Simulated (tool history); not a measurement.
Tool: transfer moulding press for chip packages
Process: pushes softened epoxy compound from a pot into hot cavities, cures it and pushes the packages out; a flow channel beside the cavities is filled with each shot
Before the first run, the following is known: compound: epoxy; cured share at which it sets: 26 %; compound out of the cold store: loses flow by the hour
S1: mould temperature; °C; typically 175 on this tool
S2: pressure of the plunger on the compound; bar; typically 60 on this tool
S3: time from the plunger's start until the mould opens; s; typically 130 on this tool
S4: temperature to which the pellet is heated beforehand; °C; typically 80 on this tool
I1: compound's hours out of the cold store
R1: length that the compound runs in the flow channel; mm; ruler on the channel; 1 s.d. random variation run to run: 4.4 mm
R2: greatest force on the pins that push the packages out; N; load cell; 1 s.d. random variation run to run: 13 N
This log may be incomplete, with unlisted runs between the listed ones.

run   hour   S1    S2   S3  S4    I1   R1    R2
  1      0  175    60  130  80    37  842   877
  2      6  175    60  130  80  21.5  873   903
  3   13.8  175    60  130  80  44.5  820   908
  4   22.1  169    60  130  80  36.8  859  1377
  5   28.3  169    60  130  80  14.8  914  1511
      36.7  -- cavities cleaned with cleaning compound and waxed
  6   37.8  169    60  130  80  25.1  892   956
  7   43.7  169    60  130  80  25.7  877  1036
  8   54.9  175    60  130  80  20.8  869   750
  9     64  175    60  130  80  17.6  872   809
 10     74  175    60  130  80  25.1  853   902
 11   81.8  175    60  130  80  41.8  814   924
 12   92.1  175    60  130  80  15.6  874   956
 13   98.9  175    60  130  80  11.7  880  1040
 14  109.9  175    60  130  80  12.9  876  1012
     113.1  -- cavities cleaned with cleaning compound and waxed
 15  121.8  175    60  130  80   8.6  885   719
 16  128.9  175    60  130  80  12.8  881   792
 17  138.1  175    60  130  80  36.7  814   788
 18  147.8  175    60  127  80  31.1  827   879
 19  155.2  175  58.5  145  80  22.4  838   759
 20  160.4  175    57  130  75  11.5  850   943
 21  166.9  175  58.1  130  83  47.1  775   915
 22  174.7  175  58.1  130  83  19.1  841   950
 23  185.5  173    60  162  83  25.2  848   829
     189.1  -- cavities cleaned with cleaning compound and waxed
 24  192.1  181  74.2  120  73  17.6  925   549
 25    198  181  74.2  120  73  34.6  887   550
 26  205.4  181  74.2  120  84  19.5  915   620
 27  211.7  181  73.9  142  81  27.8  893   561
 28  218.2  181  59.3  142  81  22.7  810   599
 29  225.3  181  59.3  142  81  18.8  814   620

Each row is a separate what-if for the run after 29, all from the same tool condition, not one after another. Results?
  A  236.7  181  59.3  142  83  28.4   ?   ?
  B  236.7  180  45.7  130  80    47   ?   ?
  C  236.7  175    60  148  80  24.9   ?   ?

run   R1   R2
  A  796  652
  B  660  743
  C  828  756
With the hidden condition removed and each run's random variation left untouched, the same runs would have given:
run   R1   R2
  A  901  428
  B  747  483
  C  937  489
